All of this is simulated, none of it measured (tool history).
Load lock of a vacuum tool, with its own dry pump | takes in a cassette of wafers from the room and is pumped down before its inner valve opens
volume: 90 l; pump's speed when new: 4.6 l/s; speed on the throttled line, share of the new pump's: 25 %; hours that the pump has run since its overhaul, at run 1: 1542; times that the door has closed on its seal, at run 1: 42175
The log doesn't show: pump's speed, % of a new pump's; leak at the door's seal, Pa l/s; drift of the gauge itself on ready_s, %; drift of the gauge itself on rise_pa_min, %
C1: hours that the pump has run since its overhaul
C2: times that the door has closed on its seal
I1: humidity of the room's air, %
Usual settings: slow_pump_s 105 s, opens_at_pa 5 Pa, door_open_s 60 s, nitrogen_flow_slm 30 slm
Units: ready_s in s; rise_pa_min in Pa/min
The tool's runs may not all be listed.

Run 1, day 0.000: usual settings; C1 1542; C2 42175; I1 49.6. Result: ready_s 283.1 s, rise_pa_min 0.427 Pa/min.
Run 2, day 8.533: usual settings; C1 1747; C2 42924; I1 44.7. Result: ready_s 284.6 s, rise_pa_min 0.442 Pa/min.
Run 3, day 16.583: usual settings; C1 1940; C2 43631; I1 45.7. Result: ready_s 284.3 s, rise_pa_min 0.459 Pa/min.
At day 32.238: door's seal changed, seat wiped.
Run 4, day 33.321: usual settings; C1 2340; C2 96; I1 46.0. Result: ready_s 280.9 s, rise_pa_min 0.018 Pa/min.
Run 5, day 41.325: usual settings but slow_pump_s 119 s; C1 2532; C2 799; I1 43.2. Result: ready_s 292.8 s, rise_pa_min 0.019 Pa/min.
Run 6, day 51.475: usual settings but slow_pump_s 119 s; C1 2776; C2 1690; I1 45.4. Result: ready_s 295.3 s, rise_pa_min 0.021 Pa/min.
Run 7, day 68.229: usual settings but slow_pump_s 119 s; C1 3178; C2 3161; I1 43.8. Result: ready_s 294.6 s, rise_pa_min 0.028 Pa/min.
Run 8, day 78.088: usual settings; C1 3414; C2 4027; I1 46.1. Result: ready_s 283.6 s, rise_pa_min 0.036 Pa/min.
Run 9, day 95.004: usual settings; C1 3820; C2 5513; I1 47.6. Result: ready_s 287.2 s, rise_pa_min 0.035 Pa/min.
Run 10, day 106.650: usual settings; C1 4100; C2 6536; I1 47.2. Result: ready_s 285.8 s, rise_pa_min 0.056 Pa/min.
Run 11, day 113.638: usual settings; C1 4268; C2 7150; I1 44.9. Result: ready_s 288.8 s, rise_pa_min 0.052 Pa/min.
Run 12, day 121.271: usual settings; C1 4451; C2 7820; I1 43.8. Result: ready_s 286.6 s, rise_pa_min 0.057 Pa/min.
Run 13, day 129.204: usual settings but nitrogen_flow_slm 6 slm; C1 4641; C2 8517; I1 44.7. Result: ready_s 288.0 s, rise_pa_min 0.069 Pa/min.
Run 14, day 136.279: usual settings but nitrogen_flow_slm 6 slm; C1 4811; C2 9138; I1 46.1. Result: ready_s 290.7 s, rise_pa_min 0.070 Pa/min.
Run 15, day 150.296: usual settings but nitrogen_flow_slm 6 slm; C1 5147; C2 10369; I1 46.1. Result: ready_s 292.8 s, rise_pa_min 0.081 Pa/min.
Run 16, day 164.871: usual settings but nitrogen_flow_slm 6 slm; C1 5497; C2 11649; I1 47.4. Result: ready_s 290.8 s, rise_pa_min 0.093 Pa/min.
Run 17, day 176.896: usual settings but nitrogen_flow_slm 6 slm; C1 5786; C2 12705; I1 46.0. Result: ready_s 292.6 s, rise_pa_min 0.100 Pa/min.
Run 18, day 184.762: usual settings but nitrogen_flow_slm 8 slm; C1 5975; C2 13396; I1 45.6. Result: ready_s 295.1 s, rise_pa_min 0.103 Pa/min.
Run 19, day 198.592: usual settings but slow_pump_s 59 s, opens_at_pa 4 Pa, door_open_s 98 s; C1 6306; C2 14611; I1 41.7. Result: ready_s 266.5 s, rise_pa_min 0.103 Pa/min.
Run 20, day 214.554: usual settings but slow_pump_s 59 s, opens_at_pa 4 Pa, door_open_s 98 s; C1 6690; C2 16013; I1 47.3. Result: ready_s 265.5 s, rise_pa_min 0.127 Pa/min.
Run 21, day 230.408: usual settings but door_open_s 48 s; C1 7070; C2 17405; I1 42.5. Result: ready_s 298.3 s, rise_pa_min 0.127 Pa/min.
Run 22, day 242.242: usual settings but slow_pump_s 170 s, opens_at_pa 8 Pa, door_open_s 88 s, nitrogen_flow_slm 13 slm; C1 7354; C2 18445; I1 44.7. Result: ready_s 330.9 s, rise_pa_min 0.145 Pa/min.
Run 23, day 253.571: usual settings but slow_pump_s 204 s, opens_at_pa 8 Pa, door_open_s 31 s, nitrogen_flow_slm 27 slm; C1 7626; C2 19439; I1 44.9. Result: ready_s 357.3 s, rise_pa_min 0.136 Pa/min.
Run 24, day 270.483: usual settings but slow_pump_s 206 s; C1 8032; C2 20925; I1 44.9. Result: ready_s 369.8 s, rise_pa_min 0.164 Pa/min.
Run 25, day 281.150: usual settings but slow_pump_s 206 s; C1 8288; C2 21862; I1 46.6. Result: ready_s 373.4 s, rise_pa_min 0.171 Pa/min.
Run 26, day 289.746: usual settings but opens_at_pa 9 Pa, door_open_s 64 s, nitrogen_flow_slm 20 slm; C1 8494; C2 22616; I1 46.1. Result: ready_s 285.4 s, rise_pa_min 0.187 Pa/min.
Run 27, day 305.408: usual settings but slow_pump_s 188 s; C1 8870; C2 23992; I1 42.5. Result: ready_s 360.3 s, rise_pa_min 0.193 Pa/min.

The next listed run, before its measurement:
Run 28, day 314.679: usual settings but slow_pump_s 188 s; C1 9093; C2 24806; I1 47.3. Result: ready_s ?, rise_pa_min ?.

ready_s: 358.3 s
rise_pa_min: 0.203 Pa/min
Without the tool's hidden state the same run would have given ready_s 336.9 s, rise_pa_min 0.015 Pa/min.
